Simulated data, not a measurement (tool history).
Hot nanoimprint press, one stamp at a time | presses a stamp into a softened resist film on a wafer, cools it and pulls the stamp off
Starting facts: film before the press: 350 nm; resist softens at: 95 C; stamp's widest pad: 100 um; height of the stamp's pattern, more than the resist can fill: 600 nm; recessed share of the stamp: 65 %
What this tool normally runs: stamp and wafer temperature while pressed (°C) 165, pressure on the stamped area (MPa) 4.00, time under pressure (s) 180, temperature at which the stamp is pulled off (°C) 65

| run | hour | stamp and wafer temperature while pressed (°C) | pressure on the stamped area (MPa) | time under pressure (s) | temperature at which the stamp is pulled off (°C) | resist left under the stamp's widest pad (nm) | greatest force while the stamp is pulled off (N) |
|---|---|---|---|---|---|---|---|
| 1 | 0.0 | 165 | 4.00 | 180 | 65 | 144.6 | 359 |
| 2 | 14.4 | 165 | 4.00 | 180 | 65 | 144.5 | 381 |
| 3 | 23.3 | 165 | 4.00 | 180 | 65 | 144.8 | 394 |
| 4 | 31.5 | 165 | 3.47 | 180 | 65 | 155.5 | 376 |
| 5 | 40.4 | 165 | 4.00 | 180 | 65 | 144.3 | 388 |
|  | 58.5 | stamp cleaned and given a new release coat |
| 6 | 60.9 | 165 | 4.00 | 180 | 65 | 144.0 | 159 |
| 7 | 71.0 | 165 | 4.00 | 212 | 65 | 136.1 | 163 |
| 8 | 79.3 | 165 | 4.00 | 180 | 65 | 144.2 | 165 |
| 9 | 91.9 | 165 | 4.00 | 180 | 65 | 143.9 | 164 |
| 10 | 98.2 | 165 | 4.00 | 180 | 52 | 144.1 | 185 |
| 11 | 114.0 | 165 | 4.00 | 180 | 52 | 143.8 | 192 |
| 12 | 124.9 | 165 | 4.00 | 180 | 52 | 143.9 | 192 |
| 13 | 132.9 | 165 | 3.00 | 147 | 55 | 178.2 | 192 |
| 14 | 141.2 | 165 | 4.30 | 334 | 67 | 109.6 | 179 |
| 15 | 155.8 | 165 | 2.67 | 276 | 52 | 152.0 | 209 |

Run 16 comes next. What will it give?
| 16 | 164.3 | 161 | 4.00 | 97 | 65 | ? | ? |

For run 16 the tool returned resist left under the stamp's widest pad (nm) 200.4, greatest force while the stamp is pulled off (N) 184.
With no hidden state in the tool, this same run would have given resist left under the stamp's widest pad (nm) 204.4, greatest force while the stamp is pulled off (N) 160.
